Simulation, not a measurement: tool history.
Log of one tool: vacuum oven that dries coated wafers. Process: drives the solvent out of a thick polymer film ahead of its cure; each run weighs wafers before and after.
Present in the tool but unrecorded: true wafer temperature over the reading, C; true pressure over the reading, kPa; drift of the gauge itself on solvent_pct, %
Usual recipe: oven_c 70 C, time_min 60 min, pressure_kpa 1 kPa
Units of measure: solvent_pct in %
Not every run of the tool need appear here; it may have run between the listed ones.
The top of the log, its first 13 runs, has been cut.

run,hour,oven_c,time_min,pressure_kpa,hours of work since the thermocouples were calibrated,hours of work since the vacuum gauge was cleaned of residue,solvent_pct
14,248.6,70,84,1,589,215,0.7
15,265.3,77,60,1,597,222,0.48
16,286.7,77,60,1,606,232,0.47
17,306.7,58,60,1.63,615,240,4.2
18,328.1,58,60,1.63,624,250,4.2
19,342.8,75,60,1.08,630,256,0.64
20,360.4,67,60,2.96,638,264,2.48
21,382.2,67,60,2.96,647,273,2.47
22,404,67,36,0.52,657,283,3.14
23,427.5,70,33,0.52,667,293,2.72
24,441.1,70,33,0.52,673,299,2.71
25,458.7,70,73,1.14,681,306,0.91
26,470.4,70,73,1.14,686,312,0.93
27,481.5,70,36,1.31,691,316,2.7
28,493.9,63,33,1.22,696,322,4.74
29,511.9,63,32,0.77,704,330,4.7
30,535.6,61,41,0.66,714,340,4.32
31,551.1,61,41,0.66,721,347,4.25
32,574.7,61,60,2.37,731,357,3.72

Each row is a separate what-if for the run after 32, all from the same tool condition, not one after another. Results?
A,593.3,61,68,2.37,739,365,?
B,593.3,70,60,2.9,739,365,?
C,593.3,64,80,1,739,365,?
D,593.3,56,45,1.26,739,365,?

run,solvent_pct
A,3.31
B,1.88
C,1.55
D,5.52
What these runs would have given with no unlogged condition in the tool:
run,solvent_pct
A,3.34
B,1.89
C,1.56
D,5.56

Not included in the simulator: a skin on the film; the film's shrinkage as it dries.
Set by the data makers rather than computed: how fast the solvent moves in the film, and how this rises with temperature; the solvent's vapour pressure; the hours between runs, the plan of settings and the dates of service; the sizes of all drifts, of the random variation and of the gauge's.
